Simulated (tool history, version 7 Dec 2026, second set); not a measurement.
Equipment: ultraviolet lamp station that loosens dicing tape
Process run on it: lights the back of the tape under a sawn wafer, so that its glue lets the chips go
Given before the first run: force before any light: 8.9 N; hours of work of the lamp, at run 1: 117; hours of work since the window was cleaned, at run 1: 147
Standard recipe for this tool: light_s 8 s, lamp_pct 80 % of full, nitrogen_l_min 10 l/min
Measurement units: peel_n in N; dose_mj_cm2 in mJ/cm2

run,hour,light_s,lamp_pct,nitrogen_l_min,hours of work of the lamp,hours of work since the window was cleaned,peel_n,dose_mj_cm2
1,0,8,80,10,117,147,0.805,380
2,11,8,94,10,125,156,0.567,447
3,19.8,8,80,10,132,162,0.855,381
4,33.8,8,80,10,142,173,0.885,373
5,44.5,8,80,10,150,181,0.866,373
6,53.5,8,80,10,157,188,0.877,368
7,66.1,5,80,10,167,198,2.085,231
8,77.3,5,80,10,175,206,2.135,228
9,85.3,5,80,10,182,212,2.122,226
10,94.5,5,80,10,188,219,2.154,229
11,104.9,8,80,10,196,227,0.912,367
12,113.1,8,80,10,203,233,0.951,361
13,124.3,8,80,10,211,242,0.992,357
14,135.9,8,80,10,220,251,0.958,352
15,146.8,8,80,4,228,259,1.782,354
16,153.1,8,80,4,233,264,1.681,355
17,162.8,8,78,10,240,271,1.075,344
18,170.4,8,78,10,246,277,1.06,336
19,182.6,5,91,10,255,286,1.882,252
20,193.4,14,80,10,264,294,0.255,594
21,206.8,14,80,10,274,305,0.26,606
22,214.8,14,80,10,280,311,0.254,596

Predict the results of run 23:
23,221.7,5,60,20,285,316,?,?

For run 23 the tool returned peel_n 2.66 N, dose_mj_cm2 160 mJ/cm2.
With no hidden state in the tool, this same run would have given peel_n 2.01 N, dose_mj_cm2 198 mJ/cm2.
